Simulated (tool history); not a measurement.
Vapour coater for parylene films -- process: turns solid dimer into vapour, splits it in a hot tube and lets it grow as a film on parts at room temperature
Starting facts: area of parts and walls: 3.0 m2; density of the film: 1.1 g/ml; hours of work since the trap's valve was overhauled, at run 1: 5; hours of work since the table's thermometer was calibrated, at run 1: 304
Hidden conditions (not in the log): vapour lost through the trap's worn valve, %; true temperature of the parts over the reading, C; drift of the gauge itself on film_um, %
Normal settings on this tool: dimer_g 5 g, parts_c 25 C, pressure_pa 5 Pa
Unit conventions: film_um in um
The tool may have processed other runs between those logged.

| run | hour | dimer_g | parts_c | pressure_pa | hours of work since the trap's valve was overhauled | hours of work since the table's thermometer was calibrated | film_um |
|---|---|---|---|---|---|---|---|
| 1 | 0 | 5 | 25 | 5 | 5 | 304 | 1.1 |
| 2 | 16.8 | 5 | 25 | 5 | 14 | 313 | 1.09 |
| 3 | 25.3 | 5 | 25 | 7.63 | 19 | 318 | 1.01 |
| 4 | 40.6 | 5 | 25 | 7.63 | 27 | 326 | 1 |
| 5 | 50 | 5 | 25 | 7.63 | 32 | 331 | 1 |
| 6 | 58.3 | 5 | 25 | 5 | 37 | 336 | 1.07 |
| 7 | 67.3 | 5 | 25 | 5 | 41 | 341 | 1.09 |
| 8 | 81.7 | 5 | 17 | 5 | 49 | 348 | 1.49 |
| 9 | 98.5 | 5 | 17 | 5 | 58 | 358 | 1.48 |
| 10 | 111.5 | 5 | 25 | 5 | 66 | 365 | 1.08 |
| 11 | 126.4 | 5 | 25 | 5 | 74 | 373 | 1.07 |
| 12 | 135.2 | 5 | 25 | 5 | 78 | 378 | 1.09 |
| 13 | 153.8 | 5 | 25 | 3.38 | 89 | 388 | 1.14 |
| 14 | 163.6 | 5 | 32 | 3.38 | 94 | 393 | 0.84 |
| 15 | 178 | 5 | 29 | 3.38 | 102 | 401 | 0.96 |
| 16 | 185.8 | 9 | 25 | 5 | 106 | 405 | 1.95 |
| 17 | 196.3 | 9 | 25 | 5 | 112 | 411 | 1.95 |
| 18 | 207.4 | 3 | 25 | 5.15 | 118 | 417 | 0.65 |
| 19 | 220.1 | 3 | 25 | 5.15 | 125 | 424 | 0.63 |
| 20 | 232.6 | 5 | 28 | 2.55 | 131 | 431 | 1.03 |
| 21 | 244.7 | 5 | 29 | 6.69 | 138 | 437 | 0.86 |
| 22 | 252.6 | 4 | 34 | 5 | 142 | 441 | 0.58 |
| 23 | 269 | 4 | 34 | 5 | 151 | 450 | 0.56 |
| 24 | 286.3 | 5 | 30 | 8.11 | 161 | 460 | 0.81 |
| 25 | 294.7 | 3 | 25 | 3.54 | 165 | 464 | 0.69 |
| 26 | 311.3 | 3 | 25 | 3.54 | 174 | 473 | 0.69 |
| 27 | 329.6 | 7 | 35 | 11.54 | 184 | 483 | 0.83 |
| 28 | 341 | 7 | 35 | 2.21 | 190 | 490 | 1.08 |
| 29 | 354 | 3 | 25 | 2.18 | 197 | 497 | 0.72 |
| 30 | 363.2 | 3 | 25 | 2.18 | 203 | 502 | 0.74 |
| 31 | 382.2 | 3 | 25 | 2.18 | 213 | 512 | 0.74 |
| 32 | 399.6 | 3 | 25 | 2.18 | 222 | 521 | 0.73 |

Predict the results of run 33:
| 33 | 416.8 | 3 | 25 | 2.18 | 232 | 531 | ? |

film_um: 0.74 um
With no hidden state in the tool, this same run would have given film_um 0.74 um.
